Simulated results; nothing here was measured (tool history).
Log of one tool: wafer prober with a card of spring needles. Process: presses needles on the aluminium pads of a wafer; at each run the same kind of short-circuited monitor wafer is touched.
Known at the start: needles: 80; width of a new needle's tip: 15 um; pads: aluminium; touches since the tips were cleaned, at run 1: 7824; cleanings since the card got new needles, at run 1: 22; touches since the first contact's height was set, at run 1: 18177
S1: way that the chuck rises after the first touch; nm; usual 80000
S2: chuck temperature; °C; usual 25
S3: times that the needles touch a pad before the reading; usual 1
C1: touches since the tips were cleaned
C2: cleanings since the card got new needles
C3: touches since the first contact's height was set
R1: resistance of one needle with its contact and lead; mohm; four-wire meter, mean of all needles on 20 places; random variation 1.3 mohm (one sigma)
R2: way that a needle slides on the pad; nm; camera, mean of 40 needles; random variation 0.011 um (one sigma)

run 1 day=0 | S1=80000 S2=25 S3=1 | C1=7824 C2=22 C3=18177 | R1=178 R2=11060
-- day=0.104 tips cleaned on abrasive film
run 2 day=0.779 | S1=80000 S2=25 S3=1 | C1=4199 C2=23 C3=22987 | R1=196 R2=11050
-- day=1.438 tips cleaned on abrasive film
run 3 day=1.8 | S1=80000 S2=25 S3=1 | C1=2238 C2=24 C3=29312 | R1=143 R2=11050
run 4 day=2.392 | S1=80000 S2=25 S3=1 | C1=5931 C2=24 C3=33005 | R1=171 R2=11060
-- day=2.817 tips cleaned on abrasive film
run 5 day=3.304 | S1=80000 S2=25 S3=2 | C1=3042 C2=25 C3=38660 | R1=134 R2=11040
run 6 day=3.788 | S1=80000 S2=25 S3=2 | C1=6054 C2=25 C3=41672 | R1=143 R2=11040
-- day=4.158 tips cleaned on abrasive film
run 7 day=4.554 | S1=80000 S2=25 S3=2 | C1=2472 C2=26 C3=46419 | R1=131 R2=11060
run 8 day=5.033 | S1=80000 S2=25 S3=2 | C1=5446 C2=26 C3=49393 | R1=142 R2=11060
-- day=5.379 tips cleaned on abrasive film, once more
run 9 day=5.988 | S1=80000 S2=25 S3=2 | C1=3791 C2=27 C3=55306 | R1=138 R2=11030
-- day=6.783 tips cleaned on abrasive film
run 10 day=6.8 | S1=80000 S2=25 S3=2 | C1=92 C2=28 C3=60330 | R1=112 R2=11030
run 11 day=7.796 | S1=80000 S2=34 S3=2 | C1=6278 C2=28 C3=66516 | R1=146 R2=11030
-- day=8.125 tips cleaned on abrasive film
run 12 day=8.704 | S1=80000 S2=34 S3=2 | C1=3599 C2=29 C3=72145 | R1=137 R2=11010
run 13 day=9.421 | S1=80000 S2=34 S3=2 | C1=8056 C2=29 C3=76602 | R1=150 R2=11020
-- day=9.492 tips cleaned on abrasive film
run 14 day=10.1 | S1=87000 S2=26 S3=2 | C1=3784 C2=30 C3=80815 | R1=134 R2=11980
run 15 day=10.642 | S1=61000 S2=25 S3=1 | C1=7149 C2=30 C3=84180 | R1=217 R2=8380
-- day=10.846 tips cleaned on abrasive film
run 16 day=11.496 | S1=61000 S2=25 S3=1 | C1=4032 C2=31 C3=89469 | R1=193 R2=8350
-- day=12.208 tips cleaned on abrasive film
run 17 day=12.317 | S1=61000 S2=25 S3=1 | C1=690 C2=32 C3=94563 | R1=145 R2=8370
run 18 day=13.271 | S1=61000 S2=25 S3=1 | C1=6625 C2=32 C3=100498 | R1=217 R2=8340
-- day=13.608 tips cleaned on abrasive film
run 19 day=13.879 | S1=79000 S2=105 S3=2 | C1=1686 C2=33 C3=104249 | R1=137 R2=10850

How the hidden state differs across the entries between the runs, from the last listed run before each to the first after it:
Between runs 1 and 2: tips cleaned on abrasive film (day 0.104)
  debris on the tips, nm: 55 -> 70.9; way that the needles fall short of the set height, um: 0.06 -> 0.09; tips' diameter, um: 15.46 -> 15.7
  measured less the result without the state, R1: +67 -> +87 mohm; R2: -10 -> -20 nm
Between runs 2 and 3: tips cleaned on abrasive film (day 1.438)
  debris on the tips, nm: 70.9 -> 29; way that the needles fall short of the set height, um: 0.09 -> 0.14; tips' diameter, um: 15.7 -> 15.71
  measured less the result without the state, R1: +87 -> +35 mohm; R2: -20 -> -20 nm
Between runs 4 and 5: tips cleaned on abrasive film (day 2.817)
  debris on the tips, nm: 49.4 -> 33.2; way that the needles fall short of the set height, um: 0.14 -> 0.19; tips' diameter, um: 15.71 -> 15.73
  measured less the result without the state, R1: +61 -> +25 mohm; R2: -20 -> -20 nm
Between runs 6 and 7: tips cleaned on abrasive film (day 4.158)
  debris on the tips, nm: 47.7 -> 26.2; way that the needles fall short of the set height, um: 0.19 -> 0.26; tips' diameter, um: 15.73 -> 15.76
  measured less the result without the state, R1: +36 -> +20 mohm; R2: -30 -> -40 nm
Between runs 8 and 9: tips cleaned on abrasive film, once more (day 5.379)
  debris on the tips, nm: 43.4 -> 36.9; way that the needles fall short of the set height, um: 0.26 -> 0.31; tips' diameter, um: 15.76 -> 15.77
  measured less the result without the state, R1: +33 -> +29 mohm; R2: -40 -> -50 nm
Between runs 9 and 10: tips cleaned on abrasive film (day 6.783)
  debris on the tips, nm: 36.9 -> 3.2; way that the needles fall short of the set height, um: 0.31 -> 0.37; tips' diameter, um: 15.77 -> 15.79
  measured less the result without the state, R1: +29 -> +3 mohm; R2: -50 -> -50 nm
Between runs 11 and 12: tips cleaned on abrasive film (day 8.125)
  debris on the tips, nm: 47.9 -> 36.9; way that the needles fall short of the set height, um: 0.37 -> 0.43; tips' diameter, um: 15.79 -> 15.82
  measured less the result without the state, R1: +36 -> +27 mohm; R2: -50 -> -60 nm
Between runs 13 and 14: tips cleaned on abrasive film (day 9.492)
  debris on the tips, nm: 54.7 -> 37; way that the needles fall short of the set height, um: 0.43 -> 0.5; tips' diameter, um: 15.82 -> 15.84
  measured less the result without the state, R1: +41 -> +25 mohm; R2: -60 -> -70 nm
Between runs 15 and 16: tips cleaned on abrasive film (day 10.846)
  debris on the tips, nm: 51.6 -> 39.2; way that the needles fall short of the set height, um: 0.5 -> 0.57; tips' diameter, um: 15.84 -> 15.86
  measured less the result without the state, R1: +105 -> +81 mohm; R2: -70 -> -80 nm
Between runs 16 and 17: tips cleaned on abrasive film (day 12.208)
  debris on the tips, nm: 39.2 -> 14.2; way that the needles fall short of the set height, um: 0.57 -> 0.63; tips' diameter, um: 15.86 -> 15.89
  measured less the result without the state, R1: +81 -> +31 mohm; R2: -80 -> -90 nm
Between runs 18 and 19: tips cleaned on abrasive film (day 13.608)
  debris on the tips, nm: 49.8 -> 20.1; way that the needles fall short of the set height, um: 0.63 -> 0.7; tips' diameter, um: 15.89 -> 15.91
  measured less the result without the state, R1: +104 -> +15 mohm; R2: -90 -> -100 nm

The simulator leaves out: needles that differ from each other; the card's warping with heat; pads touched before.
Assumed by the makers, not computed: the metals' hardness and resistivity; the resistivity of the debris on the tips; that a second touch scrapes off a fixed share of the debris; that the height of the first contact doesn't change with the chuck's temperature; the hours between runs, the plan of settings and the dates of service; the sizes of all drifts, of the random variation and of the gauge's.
